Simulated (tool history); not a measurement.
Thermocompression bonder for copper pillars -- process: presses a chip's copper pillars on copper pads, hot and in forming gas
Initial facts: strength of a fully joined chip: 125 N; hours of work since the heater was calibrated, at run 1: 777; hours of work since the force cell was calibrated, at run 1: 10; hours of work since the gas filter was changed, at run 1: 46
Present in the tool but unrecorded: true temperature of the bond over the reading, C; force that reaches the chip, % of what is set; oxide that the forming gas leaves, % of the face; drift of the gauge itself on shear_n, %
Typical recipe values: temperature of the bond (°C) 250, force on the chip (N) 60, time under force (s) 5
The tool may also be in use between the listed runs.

run	day	temperature of the bond (°C)	force on the chip (N)	time under force (s)	hours of work since the heater was calibrated	hours of work since the force cell was calibrated	hours of work since the gas filter was changed	force that shears a chip off (N)
1	0	250	60	5	777	10	46	66.1
2	0.362	250	69	5	782	14	50	73.6
3	0.738	250	69	5	786	19	55	72.4
4	0.992	250	60	5	789	22	58	65.6
5	1.325	250	60	5	793	26	62	66.7
6	1.612	250	60	5	796	29	65	65.1
7	1.812	250	80	5	799	31	67	79.8
8	2.092	250	80	5	802	35	71	77.2
9	2.396	250	40	12	806	38	74	65.5
10	2.725	250	40	12	810	42	78	64.7
11	3.046	250	40	12	813	46	82	63.9
12	3.338	226	48	5	817	49	85	35.2
13	3.55	226	48	5	819	52	88	36.2
14	3.883	233	63	5	823	56	92	52.3
15	4.117	250	37	3	826	58	95	35.2
16	4.475	250	37	3	830	63	99	35.7

Alternative continuations, all from the tool just after run 16; predict every row:
A	4.746	221	76	7	833	66	102	?
B	4.746	240	37	7	833	66	102	?
C	4.746	250	62	7	833	66	102	?
D	4.746	256	43	8	833	66	102	?

run	force that shears a chip off (N)
A	55.3
B	42
C	73.6
D	63.7
Had the tool no hidden state, the same runs would have come out as:
run	force that shears a chip off (N)
A	51.4
B	38.9
C	70.8
D	60.7
